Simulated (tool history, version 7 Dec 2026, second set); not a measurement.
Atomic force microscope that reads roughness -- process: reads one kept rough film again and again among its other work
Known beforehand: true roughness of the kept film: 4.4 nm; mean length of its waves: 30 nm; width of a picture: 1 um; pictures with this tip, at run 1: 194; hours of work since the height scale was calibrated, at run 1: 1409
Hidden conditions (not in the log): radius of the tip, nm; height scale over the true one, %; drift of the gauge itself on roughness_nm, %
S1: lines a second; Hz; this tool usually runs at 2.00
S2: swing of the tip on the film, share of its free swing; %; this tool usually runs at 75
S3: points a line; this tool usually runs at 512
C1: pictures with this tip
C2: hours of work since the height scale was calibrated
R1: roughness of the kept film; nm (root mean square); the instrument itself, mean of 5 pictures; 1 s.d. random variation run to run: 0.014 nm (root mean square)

| run | hour | S1 | S2 | S3 | C1 | C2 | R1 |
|---|---|---|---|---|---|---|---|
| 1 | 0.0 | 2.00 | 75 | 512 | 194 | 1409 | 2.169 |
|  | 6.1 | new tip fitted |
| 2 | 64.3 | 2.00 | 75 | 512 | 74 | 1444 | 2.870 |
| 3 | 116.7 | 2.00 | 75 | 320 | 140 | 1473 | 2.460 |
|  | 165.7 | new tip fitted |
| 4 | 196.7 | 0.89 | 75 | 320 | 39 | 1516 | 3.240 |
| 5 | 255.6 | 2.00 | 75 | 501 | 114 | 1549 | 2.585 |
| 6 | 293.1 | 2.00 | 75 | 473 | 161 | 1569 | 2.350 |
|  | 322.1 | new tip fitted |
| 7 | 344.2 | 2.00 | 75 | 473 | 28 | 1597 | 3.174 |
| 8 | 426.3 | 2.00 | 75 | 512 | 132 | 1642 | 2.505 |
|  | 478.4 | new tip fitted |
| 9 | 513.6 | 2.00 | 75 | 512 | 44 | 1690 | 3.113 |
| 10 | 557.9 | 1.17 | 75 | 512 | 100 | 1714 | 2.830 |
| 11 | 600.7 | 1.17 | 75 | 512 | 155 | 1737 | 2.552 |
|  | 637.9 | new tip fitted |
| 12 | 682.0 | 1.17 | 75 | 268 | 56 | 1782 | 3.054 |
| 13 | 734.6 | 0.99 | 75 | 512 | 123 | 1811 | 2.709 |
|  | 794.0 | new tip fitted |
| 14 | 818.4 | 2.00 | 75 | 512 | 31 | 1856 | 3.207 |
| 15 | 860.7 | 2.00 | 75 | 512 | 85 | 1879 | 2.836 |
| 16 | 918.6 | 2.00 | 75 | 512 | 158 | 1911 | 2.433 |
|  | 951.2 | new tip fitted |
| 17 | 984.7 | 2.00 | 75 | 512 | 42 | 1947 | 3.037 |
| 18 | 1037.1 | 2.00 | 79 | 512 | 108 | 1976 | 2.584 |
| 19 | 1077.6 | 2.00 | 79 | 512 | 160 | 1998 | 2.289 |
|  | 1105.8 | new tip fitted |
| 20 | 1119.0 | 2.00 | 79 | 512 | 17 | 2021 | 3.207 |
| 21 | 1194.7 | 2.00 | 79 | 512 | 112 | 2062 | 2.546 |
| 22 | 1238.8 | 2.00 | 79 | 512 | 168 | 2086 | 2.253 |
|  | 1260.6 | new tip fitted |
| 23 | 1315.3 | 2.00 | 75 | 512 | 70 | 2128 | 2.833 |
| 24 | 1372.5 | 2.00 | 75 | 512 | 142 | 2159 | 2.441 |
|  | 1418.6 | new tip fitted |
| 25 | 1444.1 | 2.00 | 75 | 512 | 32 | 2198 | 3.217 |
| 26 | 1522.6 | 2.00 | 77 | 512 | 132 | 2241 | 2.555 |
|  | 1563.9 | height scale calibrated on a step standard |
|  | 1577.9 | new tip fitted |
| 27 | 1595.6 | 3.43 | 77 | 512 | 22 | 17 | 3.057 |
| 28 | 1680.1 | 0.73 | 71 | 520 | 129 | 63 | 2.645 |
|  | 1736.9 | new tip fitted |
| 29 | 1766.4 | 1.39 | 88 | 382 | 38 | 111 | 3.010 |
| 30 | 1835.8 | 0.64 | 71 | 512 | 126 | 149 | 2.644 |
| 31 | 1888.4 | 0.64 | 71 | 512 | 192 | 177 | 2.323 |
|  | 1895.5 | new tip fitted |
| 32 | 1952.5 | 0.64 | 71 | 512 | 72 | 212 | 2.975 |
| 33 | 2036.7 | 2.00 | 71 | 663 | 179 | 258 | 2.298 |
|  | 2051.1 | new tip fitted |
| 34 | 2082.1 | 2.00 | 71 | 663 | 39 | 283 | 3.072 |
| 35 | 2162.4 | 2.00 | 62 | 512 | 141 | 327 | 2.508 |
|  | 2208.1 | new tip fitted |
| 36 | 2241.9 | 2.00 | 75 | 394 | 43 | 370 | 3.062 |
| 37 | 2297.3 | 2.00 | 75 | 394 | 113 | 401 | 2.613 |
| 38 | 2359.8 | 2.24 | 75 | 351 | 193 | 435 | 2.242 |
|  | 2367.3 | new tip fitted |
| 39 | 2442.2 | 2.00 | 68 | 646 | 94 | 480 | 2.732 |
| 40 | 2510.4 | 2.00 | 58 | 646 | 181 | 517 | 2.404 |
|  | 2527.1 | new tip fitted |
| 41 | 2583.0 | 2.00 | 58 | 646 | 71 | 557 | 2.999 |
| 42 | 2651.3 | 2.00 | 58 | 646 | 158 | 594 | 2.480 |
|  | 2685.9 | new tip fitted |
| 43 | 2705.9 | 3.55 | 80 | 571 | 25 | 624 | 2.947 |
| 44 | 2785.6 | 3.55 | 65 | 470 | 126 | 668 | 2.507 |
| 45 | 2830.4 | 3.55 | 65 | 470 | 183 | 692 | 2.248 |
|  | 2843.2 | new tip fitted |
| 46 | 2912.9 | 0.57 | 78 | 444 | 89 | 737 | 2.889 |
| 47 | 2976.6 | 1.73 | 75 | 433 | 169 | 772 | 2.366 |
|  | 2998.8 | new tip fitted |
| 48 | 3056.8 | 1.73 | 75 | 433 | 73 | 816 | 2.931 |
| 49 | 3134.5 | 1.20 | 87 | 512 | 172 | 859 | 2.337 |

What if the next run were any one of these 3? Each begins from the tool's condition after run 49:
|  | 3158.7 | new tip fitted |
| A | 3171.5 | 1.47 | 75 | 391 | 16 | 879 | ? |
|  | 3158.7 | new tip fitted |
| B | 3171.5 | 0.56 | 80 | 512 | 16 | 879 | ? |
|  | 3158.7 | new tip fitted |
| C | 3171.5 | 1.20 | 87 | 642 | 16 | 879 | ? |

| run | R1 |
|---|---|
| A | 3.345 |
| B | 3.426 |
| C | 3.276 |
Stripped of hidden state, with their random variation kept, the same runs would have yielded:
| run | R1 |
|---|---|
| A | 3.500 |
| B | 3.586 |
| C | 3.428 |

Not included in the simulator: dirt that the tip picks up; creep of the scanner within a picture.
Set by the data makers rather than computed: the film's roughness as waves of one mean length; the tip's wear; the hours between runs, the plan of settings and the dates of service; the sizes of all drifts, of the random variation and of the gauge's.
